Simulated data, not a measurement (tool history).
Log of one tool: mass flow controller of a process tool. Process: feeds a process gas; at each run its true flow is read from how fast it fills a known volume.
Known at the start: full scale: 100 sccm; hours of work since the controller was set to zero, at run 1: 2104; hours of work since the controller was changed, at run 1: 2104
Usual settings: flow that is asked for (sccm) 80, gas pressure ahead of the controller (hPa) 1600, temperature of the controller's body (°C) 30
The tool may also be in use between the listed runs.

run,hour,flow that is asked for (sccm),gas pressure ahead of the controller (hPa),temperature of the controller's body (°C),hours of work since the controller was set to zero,hours of work since the controller was changed,true flow (%)
1,0,80,1600,30,2104,2104,99.03
2,173.4,80,1600,30,2242,2242,99.12
3,298.2,47,1600,30,2342,2342,98.36
4,415.9,80,1600,30,2435,2435,98.97
5,515.8,80,1600,30,2515,2515,98.95
6,684,80,1600,30,2648,2648,98.97
7,804.5,80,1600,30,2744,2744,98.96
8,986.4,14,2750,22,2889,2889,98.16
9,1117.1,39,2800,22,2993,2993,98.53
10,1229.1,34,1600,30,3082,3082,97.85
11,1361.2,27,1630,40,3187,3187,96.49
12,1448.5,27,1630,40,3256,3256,96.58
13,1599.3,20,2100,40,3376,3376,96.11

Forecast each of these 3 alternatives for the next run:
A,1737.4,57,1600,30,3486,3486,?
B,1737.4,48,1680,25,3486,3486,?
C,1737.4,71,2610,35,3486,3486,?

run,true flow (%)
A,98.07
B,98.52
C,97.52
Without the tool's hidden state the same runs would have given:
run,true flow (%)
A,98.59
B,99.05
C,98.04
